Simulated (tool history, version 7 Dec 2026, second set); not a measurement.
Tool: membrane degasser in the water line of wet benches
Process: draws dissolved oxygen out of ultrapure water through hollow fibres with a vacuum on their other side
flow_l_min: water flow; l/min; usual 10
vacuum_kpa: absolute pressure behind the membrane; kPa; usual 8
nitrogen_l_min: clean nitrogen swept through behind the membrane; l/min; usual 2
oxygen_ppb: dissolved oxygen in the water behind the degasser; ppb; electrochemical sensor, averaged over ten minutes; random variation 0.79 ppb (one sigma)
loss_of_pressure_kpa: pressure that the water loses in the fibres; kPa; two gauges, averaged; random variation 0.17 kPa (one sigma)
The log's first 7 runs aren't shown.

| run | hour | flow_l_min | vacuum_kpa | nitrogen_l_min | oxygen_ppb | loss_of_pressure_kpa |
|---|---|---|---|---|---|---|
| 8 | 842.8 | 10 | 9.04 | 2 | 86.3 | 29.93 |
| 9 | 954.3 | 10 | 8 | 2 | 75.3 | 30.03 |
|  | 963.5 | vacuum gauge calibrated |
| 10 | 1023.2 | 10 | 8 | 2 | 75.3 | 29.95 |
| 11 | 1118.8 | 10 | 8 | 2 | 76.5 | 30.03 |
| 12 | 1254.9 | 10 | 8 | 2 | 75.2 | 29.94 |
| 13 | 1326.1 | 8 | 8 | 2 | 57.2 | 24 |
| 14 | 1394 | 8 | 5.61 | 2 | 34.3 | 24.05 |
|  | 1507.4 | vacuum gauge calibrated, once more |
| 15 | 1525.5 | 8 | 5.61 | 2 | 32.3 | 24 |
| 16 | 1612 | 8 | 5.61 | 2 | 33 | 23.94 |
| 17 | 1753.3 | 8 | 5.61 | 2 | 33 | 24.15 |
| 18 | 1856.3 | 8 | 5.61 | 2.76 | 26.6 | 23.88 |
| 19 | 1961.3 | 8 | 4.93 | 1.35 | 34.4 | 24.18 |
| 20 | 2029.2 | 8 | 4.93 | 1.35 | 35.8 | 23.94 |
| 21 | 2169.3 | 9 | 18.91 | 2 | 182.7 | 26.97 |
| 22 | 2260.4 | 9 | 18.91 | 2 | 183.7 | 26.92 |
| 23 | 2382.9 | 7 | 9.79 | 3.21 | 42.4 | 20.87 |
| 24 | 2485.9 | 7 | 9.79 | 3.21 | 42.8 | 20.72 |
| 25 | 2545.3 | 12 | 9.28 | 3.74 | 72.3 | 36.32 |
| 26 | 2653.5 | 12 | 6.7 | 4.64 | 46.5 | 35.88 |
| 27 | 2717.2 | 10 | 7.87 | 5.8 | 36 | 29.93 |
| 28 | 2835.2 | 10 | 7.87 | 2.13 | 71.3 | 30.19 |
| 29 | 2973.8 | 7 | 7.87 | 2.13 | 45.5 | 21.06 |
| 30 | 3036.9 | 6 | 8 | 2 | 41.4 | 18.37 |
| 31 | 3129.6 | 8 | 8 | 4.55 | 30.7 | 24.25 |

Forecast run 32:
| 32 | 3211.1 | 10 | 4.97 | 2 | ? | ? |

{"run 32": {"oxygen_ppb": 38.3, "loss_of_pressure_kpa": 29.97}}
Without the tool's hidden state the same run would have given oxygen_ppb 35.7 ppb, loss_of_pressure_kpa 29.55 kPa.
